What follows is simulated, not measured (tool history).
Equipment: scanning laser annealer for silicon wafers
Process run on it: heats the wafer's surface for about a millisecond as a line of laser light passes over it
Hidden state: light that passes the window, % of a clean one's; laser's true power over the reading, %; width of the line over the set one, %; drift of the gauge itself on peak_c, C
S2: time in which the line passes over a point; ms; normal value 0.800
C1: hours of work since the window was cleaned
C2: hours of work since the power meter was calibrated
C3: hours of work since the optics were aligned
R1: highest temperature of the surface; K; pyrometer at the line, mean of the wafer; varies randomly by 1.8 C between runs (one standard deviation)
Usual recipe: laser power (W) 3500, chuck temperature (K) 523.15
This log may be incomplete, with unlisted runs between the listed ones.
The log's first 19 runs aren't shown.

Run 20, hour 1228.8: usual settings but laser power (W) 3284, S2 0.852 ms, chuck temperature (K) 563.15; C1 427; C2 3055; C3 597. Result: R1 1235.15 K.
Run 21, hour 1279.8: usual settings but laser power (W) 3779, S2 0.939 ms, chuck temperature (K) 528.15; C1 458; C2 3086; C3 629. Result: R1 1358.15 K.
Run 22, hour 1358.8: usual settings but laser power (W) 3386; C1 507; C2 3134; C3 677. Result: R1 1199.15 K.
Run 23, hour 1420.1: usual settings but laser power (W) 3386; C1 544; C2 3172; C3 715. Result: R1 1199.15 K.
Run 24, hour 1498.7: usual settings but laser power (W) 3180, chuck temperature (K) 558.15; C1 593; C2 3220; C3 763. Result: R1 1191.15 K.
Run 25, hour 1589.1: usual settings but laser power (W) 3042, S2 0.792 ms, chuck temperature (K) 518.15; C1 648; C2 3276; C3 819. Result: R1 1113.15 K.
Run 26, hour 1678.9: usual settings but S2 0.871 ms; C1 703; C2 3331; C3 874. Result: R1 1256.15 K.
Run 27, hour 1728.7: usual settings but laser power (W) 3429, S2 0.945 ms, chuck temperature (K) 506.15; C1 734; C2 3362; C3 904. Result: R1 1249.15 K.
Run 28, hour 1783.3: usual settings but laser power (W) 3643, S2 0.945 ms, chuck temperature (K) 547.15; C1 767; C2 3395; C3 938. Result: R1 1346.15 K.
Run 29, hour 1854.2: usual settings but laser power (W) 3778, S2 0.945 ms, chuck temperature (K) 543.15; C1 811; C2 3439; C3 982. Result: R1 1373.15 K.
Run 30, hour 1942.9: usual settings but laser power (W) 3475, S2 0.836 ms, chuck temperature (K) 499.15; C1 866; C2 3493; C3 1036. Result: R1 1212.15 K.
Run 31, hour 2017.7: usual settings but laser power (W) 3227, S2 0.735 ms; C1 912; C2 3539; C3 1082. Result: R1 1138.15 K.

3 ways to go on from here, each from the tool as it stands after run 31. What would each give?
At hour 2057.8: window over the wafer cleaned.
Run A, hour 2113.9: usual settings but laser power (W) 3640, S2 0.730 ms, chuck temperature (K) 503.15; C1 35; C2 3597; C3 1140. Result: R1 ?.
At hour 2057.8: window over the wafer cleaned.
Run B, hour 2113.9: usual settings but laser power (W) 3227, S2 0.854 ms, chuck temperature (K) 546.15; C1 35; C2 3597; C3 1140. Result: R1 ?.
At hour 2057.8: window over the wafer cleaned.
Run C, hour 2113.9: usual settings but laser power (W) 3425, S2 0.824 ms, chuck temperature (K) 511.15; C1 35; C2 3597; C3 1140. Result: R1 ?.

run       R1
  A  1211.15
  B  1210.15
  C  1210.15
Without the tool's unlogged condition, the same runs would have read:
run       R1
  A  1211.15
  B  1210.15
  C  1210.15
